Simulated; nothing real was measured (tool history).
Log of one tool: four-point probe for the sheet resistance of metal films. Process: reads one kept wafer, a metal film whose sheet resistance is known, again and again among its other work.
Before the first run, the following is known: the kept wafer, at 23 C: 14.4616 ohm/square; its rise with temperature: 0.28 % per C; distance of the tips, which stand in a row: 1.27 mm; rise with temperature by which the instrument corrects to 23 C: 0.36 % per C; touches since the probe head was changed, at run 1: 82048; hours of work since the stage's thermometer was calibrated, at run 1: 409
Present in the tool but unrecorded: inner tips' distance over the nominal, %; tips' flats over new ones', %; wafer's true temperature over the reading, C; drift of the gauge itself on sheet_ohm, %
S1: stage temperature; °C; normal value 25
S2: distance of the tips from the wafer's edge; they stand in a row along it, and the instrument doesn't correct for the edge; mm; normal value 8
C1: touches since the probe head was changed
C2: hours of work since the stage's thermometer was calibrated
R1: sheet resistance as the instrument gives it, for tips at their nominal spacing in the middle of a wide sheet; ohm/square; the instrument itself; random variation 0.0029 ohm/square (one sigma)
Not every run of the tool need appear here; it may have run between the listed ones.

Run 1, day 0.000: usual settings; C1 82048; C2 409. Result: R1 14.696489 ohm/square.
Run 2, day 0.712: usual settings but S1 18 °C; C1 82826; C2 418. Result: R1 14.774101 ohm/square.
Run 3, day 2.225: usual settings but S1 18 °C; C1 84480; C2 437. Result: R1 14.772681 ohm/square.
Run 4, day 3.296: usual settings but S1 18 °C; C1 85651; C2 451. Result: R1 14.773895 ohm/square.
Run 5, day 4.300: usual settings but S1 18 °C; C1 86748; C2 463. Result: R1 14.779749 ohm/square.
Run 6, day 5.546: usual settings but S2 4 mm; C1 88107; C2 479. Result: R1 15.248300 ohm/square.
Run 7, day 6.879: usual settings; C1 89567; C2 496. Result: R1 14.694560 ohm/square.
Run 8, day 7.708: usual settings; C1 90474; C2 507. Result: R1 14.703122 ohm/square.
Run 9, day 8.796: usual settings but S1 27 °C; C1 91661; C2 520. Result: R1 14.677106 ohm/square.
Run 10, day 10.204: usual settings but S1 31 °C; C1 93201; C2 538. Result: R1 14.636619 ohm/square.
Run 11, day 11.104: usual settings but S1 31 °C; C1 94184; C2 550. Result: R1 14.641993 ohm/square.
Run 12, day 12.504: usual settings but S1 31 °C; C1 95715; C2 567. Result: R1 14.638013 ohm/square.
Run 13, day 13.246: usual settings but S1 31 °C; C1 96524; C2 577. Result: R1 14.638693 ohm/square.
At day 13.362: stage's thermometer calibrated.
Run 14, day 14.100: usual settings but S1 31 °C; C1 97433; C2 9. Result: R1 14.647626 ohm/square.
Run 15, day 15.550: usual settings but S1 31 °C; C1 99018; C2 28. Result: R1 14.646860 ohm/square.
At day 16.425: stage's thermometer calibrated, once more.
Run 16, day 16.750: usual settings; C1 100307; C2 4. Result: R1 14.705407 ohm/square.
Run 17, day 17.950: usual settings; C1 101620; C2 19. Result: R1 14.700866 ohm/square.
Run 18, day 18.858: usual settings but S2 44 mm; C1 102614; C2 31. Result: R1 14.514676 ohm/square.
Run 19, day 19.833: usual settings but S1 33 °C; C1 103676; C2 43. Result: R1 14.624085 ohm/square.
Run 20, day 20.562: usual settings but S1 33 °C; C1 104476; C2 53. Result: R1 14.624831 ohm/square.
Run 21, day 21.225: usual settings but S1 33 °C, S2 19 mm; C1 105199; C2 61. Result: R1 14.462753 ohm/square.
Run 22, day 22.708: usual settings but S1 33 °C, S2 19 mm; C1 106818; C2 80. Result: R1 14.465323 ohm/square.
Run 23, day 24.038: usual settings but S1 33 °C, S2 19 mm; C1 108275; C2 97. Result: R1 14.464201 ohm/square.
Run 24, day 24.712: usual settings but S1 19 °C, S2 11 mm; C1 109008; C2 105. Result: R1 14.690395 ohm/square.
Run 25, day 25.533: usual settings but S1 19 °C, S2 11 mm; C1 109906; C2 116. Result: R1 14.687105 ohm/square.
Run 26, day 27.104: usual settings but S1 22 °C; C1 111623; C2 136. Result: R1 14.740593 ohm/square.
Run 27, day 27.862: usual settings but S1 30 °C; C1 112454; C2 145. Result: R1 14.659553 ohm/square.
Run 28, day 29.179: usual settings but S1 30 °C, S2 68 mm; C1 113893; C2 162. Result: R1 14.472130 ohm/square.
Run 29, day 30.642: usual settings but S1 30 °C, S2 68 mm; C1 115492; C2 181. Result: R1 14.470350 ohm/square.
Run 30, day 31.729: usual settings but S1 20 °C, S2 13 mm; C1 116677; C2 194. Result: R1 14.651245 ohm/square.
Run 31, day 32.917: usual settings but S1 31 °C; C1 117976; C2 209. Result: R1 14.658182 ohm/square.
Run 32, day 34.483: usual settings but S1 26 °C, S2 5 mm; C1 119690; C2 229. Result: R1 14.995801 ohm/square.
Run 33, day 35.888: usual settings but S1 22 °C, S2 11 mm; C1 121224; C2 247. Result: R1 14.666728 ohm/square.
Run 34, day 36.579: usual settings but S1 22 °C, S2 32 mm; C1 121981; C2 256. Result: R1 14.570140 ohm/square.
Run 35, day 38.058: usual settings but S1 19 °C, S2 17 mm; C1 123597; C2 275. Result: R1 14.640252 ohm/square.
Run 36, day 39.379: usual settings but S1 23 °C, S2 30 mm; C1 125039; C2 291. Result: R1 14.563937 ohm/square.
Run 37, day 40.321: usual settings but S1 24 °C, S2 5 mm; C1 126069; C2 303. Result: R1 15.026081 ohm/square.
Run 38, day 41.067: usual settings but S2 52 mm; C1 126883; C2 313. Result: R1 14.533993 ohm/square.
Run 39, day 42.175: usual settings but S2 52 mm; C1 128094; C2 327. Result: R1 14.535168 ohm/square.
Run 40, day 43.454: usual settings but S2 16 mm; C1 129491; C2 343. Result: R1 14.580358 ohm/square.
Run 41, day 44.512: usual settings but S1 19 °C, S2 13 mm; C1 130652; C2 357. Result: R1 14.676096 ohm/square.
Run 42, day 45.329: usual settings but S1 19 °C, S2 13 mm; C1 131540; C2 367. Result: R1 14.677120 ohm/square.
Run 43, day 46.833: usual settings but S1 23 °C, S2 24 mm; C1 133188; C2 386. Result: R1 14.578865 ohm/square.
Run 44, day 47.775: usual settings but S1 19 °C; C1 134215; C2 398. Result: R1 14.802235 ohm/square.
Run 45, day 49.042: usual settings but S1 21 °C, S2 70 mm; C1 135600; C2 414. Result: R1 14.582563 ohm/square.
Run 46, day 50.088: usual settings but S1 31 °C, S2 43 mm; C1 136743; C2 427. Result: R1 14.478428 ohm/square.

What if the next run were any one of these 3? Each begins from the tool's condition after run 46:
Run A, day 51.404: usual settings but S1 23 °C, S2 23 mm; C1 138181; C2 444. Result: R1 ?.
Run B, day 51.404: usual settings but S2 17 mm; C1 138181; C2 444. Result: R1 ?.
Run C, day 51.404: usual settings but S1 20 °C, S2 48 mm; C1 138181; C2 444. Result: R1 ?.

run         R1
  A  14.588813
  B  14.588040
  C  14.598552
The same runs, with their run-to-run variation unchanged, on a tool lacking any hidden condition would have given:
run         R1
  A  14.489220
  B  14.488522
  C  14.498790

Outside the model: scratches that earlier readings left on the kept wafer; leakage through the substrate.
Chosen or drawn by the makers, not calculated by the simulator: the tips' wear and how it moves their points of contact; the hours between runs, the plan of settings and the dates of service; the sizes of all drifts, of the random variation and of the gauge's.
